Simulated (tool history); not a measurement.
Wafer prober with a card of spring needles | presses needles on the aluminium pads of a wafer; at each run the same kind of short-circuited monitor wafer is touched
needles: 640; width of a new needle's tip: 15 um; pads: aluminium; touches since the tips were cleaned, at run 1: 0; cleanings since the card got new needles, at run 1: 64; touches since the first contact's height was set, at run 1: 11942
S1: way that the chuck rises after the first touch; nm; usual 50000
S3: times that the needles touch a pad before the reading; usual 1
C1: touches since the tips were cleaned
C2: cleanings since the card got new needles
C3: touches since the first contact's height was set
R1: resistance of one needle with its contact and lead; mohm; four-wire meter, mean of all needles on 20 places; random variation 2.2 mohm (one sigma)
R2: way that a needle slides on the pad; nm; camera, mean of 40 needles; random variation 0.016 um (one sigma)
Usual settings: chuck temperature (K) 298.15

run 1 hour=0.0 | S1=50000 chuck_temperature_(K)=298.15 S3=1 | C1=0 C2=64 C3=11942 | R1=248 R2=7010
-- hour=11.1 tips cleaned on abrasive film
run 2 hour=13.5 | S1=50000 chuck_temperature_(K)=298.15 S3=1 | C1=1317 C2=65 C3=19206 | R1=363 R2=7010
-- hour=22.8 tips cleaned on abrasive film
-- hour=34.2 tips cleaned on abrasive film
run 3 hour=34.3 | S1=50000 chuck_temperature_(K)=298.15 S3=1 | C1=52 C2=67 C3=30364 | R1=258 R2=7000
-- hour=46.2 tips cleaned on abrasive film
run 4 hour=48.9 | S1=50000 chuck_temperature_(K)=298.15 S3=1 | C1=1481 C2=68 C3=38221 | R1=304 R2=7000
-- hour=57.4 tips cleaned on abrasive film
run 5 hour=62.2 | S1=50000 chuck_temperature_(K)=298.15 S3=1 | C1=2628 C2=69 C3=45355 | R1=326 R2=6990
-- hour=70.0 tips cleaned on abrasive film
-- hour=82.2 tips cleaned on abrasive film
run 6 hour=83.2 | S1=50000 chuck_temperature_(K)=390.15 S3=1 | C1=566 C2=71 C3=56623 | R1=302 R2=6990
-- hour=93.0 tips cleaned on abrasive film, once more
run 7 hour=94.3 | S1=50000 chuck_temperature_(K)=390.15 S3=1 | C1=665 C2=72 C3=62545 | R1=299 R2=6950
-- hour=104.8 tips cleaned on abrasive film
run 8 hour=112.8 | S1=50000 chuck_temperature_(K)=390.15 S3=1 | C1=4291 C2=73 C3=72498 | R1=352 R2=6940
-- hour=116.5 tips cleaned on abrasive film
run 9 hour=126.9 | S1=50000 chuck_temperature_(K)=390.15 S3=1 | C1=5651 C2=74 C3=80117 | R1=354 R2=6940
-- hour=129.0 tips cleaned on abrasive film
-- hour=141.2 tips cleaned on abrasive film
run 10 hour=144.0 | S1=50000 chuck_temperature_(K)=390.15 S3=1 | C1=1492 C2=76 C3=89238 | R1=322 R2=6940
-- hour=153.1 tips cleaned on abrasive film
-- hour=157.1 height of the first contact set anew
-- hour=164.8 tips cleaned on abrasive film
run 11 hour=165.7 | S1=50000 chuck_temperature_(K)=390.15 S3=1 | C1=477 C2=78 C3=4617 | R1=296 R2=7020
-- hour=176.7 tips cleaned on abrasive film
run 12 hour=187.2 | S1=50000 chuck_temperature_(K)=390.15 S3=1 | C1=5638 C2=79 C3=16166 | R1=352 R2=7010
-- hour=188.7 tips cleaned on abrasive film
-- hour=199.8 tips cleaned on abrasive film
run 13 hour=200.5 | S1=50000 chuck_temperature_(K)=298.15 S3=1 | C1=396 C2=81 C3=23278 | R1=267 R2=7030
-- hour=212.0 tips cleaned on abrasive film
run 14 hour=215.6 | S1=50000 chuck_temperature_(K)=298.15 S3=1 | C1=1935 C2=82 C3=31387 | R1=315 R2=7000
-- hour=224.2 tips cleaned on abrasive film
run 15 hour=234.6 | S1=50000 chuck_temperature_(K)=298.15 S3=1 | C1=5651 C2=83 C3=41650 | R1=342 R2=6980
-- hour=236.2 tips cleaned on abrasive film
-- hour=247.3 tips cleaned on abrasive film
run 16 hour=251.5 | S1=70000 chuck_temperature_(K)=298.15 S3=1 | C1=2274 C2=85 C3=50675 | R1=285 R2=9790
-- hour=259.7 tips cleaned on abrasive film
run 17 hour=270.5 | S1=35000 chuck_temperature_(K)=308.15 S3=1 | C1=5851 C2=86 C3=60895 | R1=443 R2=4850
-- hour=272.5 tips cleaned on abrasive film
-- hour=283.9 tips cleaned on abrasive film
run 18 hour=284.8 | S1=35000 chuck_temperature_(K)=324.15 S3=1 | C1=530 C2=88 C3=68558 | R1=322 R2=4820
-- hour=295.1 tips cleaned on abrasive film
-- hour=306.5 tips cleaned on abrasive film
run 19 hour=306.5 | S1=34000 chuck_temperature_(K)=307.15 S3=1 | C1=0 C2=90 C3=80166 | R1=263 R2=4700
-- hour=318.2 tips cleaned on abrasive film
run 20 hour=327.5 | S1=52000 chuck_temperature_(K)=311.15 S3=2 | C1=5002 C2=91 C3=91469 | R1=302 R2=7170
-- hour=329.5 tips cleaned on abrasive film
-- hour=336.7 height of the first contact set anew
-- hour=341.0 tips cleaned on abrasive film
run 21 hour=341.5 | S1=66000 chuck_temperature_(K)=339.15 S3=2 | C1=230 C2=93 C3=2515 | R1=261 R2=9290
-- hour=353.9 tips cleaned on abrasive film
run 22 hour=354.2 | S1=55000 chuck_temperature_(K)=319.15 S3=2 | C1=152 C2=94 C3=9343 | R1=257 R2=7740
-- hour=366.4 tips cleaned on abrasive film
run 23 hour=370.4 | S1=43000 chuck_temperature_(K)=325.15 S3=1 | C1=2175 C2=95 C3=18092 | R1=340 R2=6030
-- hour=377.6 tips cleaned on abrasive film
run 24 hour=387.7 | S1=50000 chuck_temperature_(K)=305.15 S3=2 | C1=5452 C2=96 C3=27362 | R1=306 R2=7000
-- hour=388.7 tips cleaned on abrasive film
run 25 hour=398.2 | S1=50000 chuck_temperature_(K)=305.15 S3=2 | C1=5134 C2=97 C3=33028 | R1=310 R2=7000
-- hour=400.2 tips cleaned on abrasive film
run 26 hour=409.4 | S1=50000 chuck_temperature_(K)=305.15 S3=2 | C1=4987 C2=98 C3=39016 | R1=301 R2=6980
-- hour=411.2 tips cleaned on abrasive film
-- hour=422.7 tips cleaned on abrasive film
run 27 hour=424.7 | S1=34000 chuck_temperature_(K)=301.15 S3=1 | C1=1081 C2=100 C3=47193 | R1=345 R2=4740
-- hour=433.8 tips cleaned on abrasive film
run 28 hour=440.4 | S1=47000 chuck_temperature_(K)=298.15 S3=1 | C1=3617 C2=101 C3=55670 | R1=347 R2=6540
-- hour=446.6 tips cleaned on abrasive film
run 29 hour=453.3 | S1=36000 chuck_temperature_(K)=342.15 S3=3 | C1=3606 C2=102 C3=62558 | R1=316 R2=4980
-- hour=458.3 tips cleaned on abrasive film
-- hour=470.2 tips cleaned on abrasive film
run 30 hour=474.4 | S1=36000 chuck_temperature_(K)=342.15 S3=3 | C1=2242 C2=104 C3=73878 | R1=307 R2=4930

Forecast each of these 4 alternatives for the next run:
-- hour=482.1 tips cleaned on abrasive film
-- hour=494.6 tips cleaned on abrasive film
run A hour=496.7 | S1=31000 chuck_temperature_(K)=298.15 S3=1 | C1=1134 C2=106 C3=85854 | R1=? R2=?
-- hour=482.1 tips cleaned on abrasive film
-- hour=494.6 tips cleaned on abrasive film
run B hour=496.7 | S1=36000 chuck_temperature_(K)=312.15 S3=2 | C1=1134 C2=106 C3=85854 | R1=? R2=?
-- hour=482.1 tips cleaned on abrasive film
-- hour=494.6 tips cleaned on abrasive film
run C hour=496.7 | S1=49000 chuck_temperature_(K)=313.15 S3=2 | C1=1134 C2=106 C3=85854 | R1=? R2=?
-- hour=482.1 tips cleaned on abrasive film
-- hour=494.6 tips cleaned on abrasive film
run D hour=496.7 | S1=55000 chuck_temperature_(K)=298.15 S3=1 | C1=1134 C2=106 C3=85854 | R1=? R2=?

run=A R1=380 R2=4240
run=B R1=312 R2=4960
run=C R1=282 R2=6760
run=D R1=287 R2=7630
Without the tool's hidden state the same runs would have given:
run=A R1=245 R2=4360
run=B R1=250 R2=5070
run=C R1=247 R2=6880
run=D R1=240 R2=7740
